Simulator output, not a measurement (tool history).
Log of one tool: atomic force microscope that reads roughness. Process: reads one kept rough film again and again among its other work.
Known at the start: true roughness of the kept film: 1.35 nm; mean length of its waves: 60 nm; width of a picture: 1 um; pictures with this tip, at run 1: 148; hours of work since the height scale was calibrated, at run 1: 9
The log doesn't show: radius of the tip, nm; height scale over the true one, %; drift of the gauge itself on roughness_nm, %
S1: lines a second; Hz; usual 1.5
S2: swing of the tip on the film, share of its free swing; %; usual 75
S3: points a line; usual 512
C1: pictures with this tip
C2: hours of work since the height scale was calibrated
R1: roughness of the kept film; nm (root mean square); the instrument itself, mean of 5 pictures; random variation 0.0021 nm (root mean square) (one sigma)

run   hour    S1  S2   S3   C1  C2     R1
  1      0   1.5  75  512  148   9   1.26
  2    4.8   1.5  75  512  155  11  1.252
  3    9.2   1.5  75  512  161  14  1.257
      12.6  -- new tip fitted
  4   16.4   1.5  75  512    5  17  1.291
  5   26.8   1.5  75  512   21  23  1.286
  6     36   1.5  75  512   34  27  1.283
  7   42.7   1.5  75  512   44  31  1.277
  8   52.6   1.5  75  512   59  36  1.278
  9   60.9   1.5  75  512   71  41  1.274
 10   65.7   1.5  75  512   78  43  1.271
 11   71.3  0.95  75  512   86  46  1.282
 12   75.7  0.95  75  843   93  48  1.284
 13   82.6  0.95  75  843  103  52  1.283
 14   87.1  0.95  75  843  109  54  1.282
      88.7  -- height scale calibrated on a step standard
 15     93  0.95  75  843  117   2  1.279
 16    100  1.11  64  934  127   6  1.286
 17  104.4  1.02  56  451  133   8  1.288
 18  114.1   1.5  60  555  148  13  1.279
 19  124.2  2.86  75  793  162  19  1.222
     126.8  -- new tip fitted
 20  131.5  2.86  75  793    6  22  1.258
     137.4  -- height scale calibrated on a step standard, once more
 21  143.1  2.86  88  565   22   3  1.194
 22  149.6  1.82  67  563   31   6  1.291
 23  153.9  1.82  67  563   38   9  1.292
 24  163.9   1.5  69  512   52  14  1.283
 25  172.8   0.6  65  383   66  19  1.301
 26  178.8   0.6  65  383   74  22    1.3
 27  184.4   0.6  65  383   83  25  1.297
 28  190.1   0.6  65  383   91  28  1.292
 29  194.7   0.6  65  383   98  30  1.291

3 ways to go on from here, each from the tool as it stands after run 29. What would each give?
  A  203.7  1.5  75  265  111  35   ?
  B  203.7  3.3  70  383  111  35   ?
  C  203.7  0.6  57  383  111  35   ?

run     R1
  A  1.256
  B  1.237
  C  1.295
Without the tool's hidden state the same runs would have given:
run     R1
  A  1.283
  B  1.264
  C  1.322
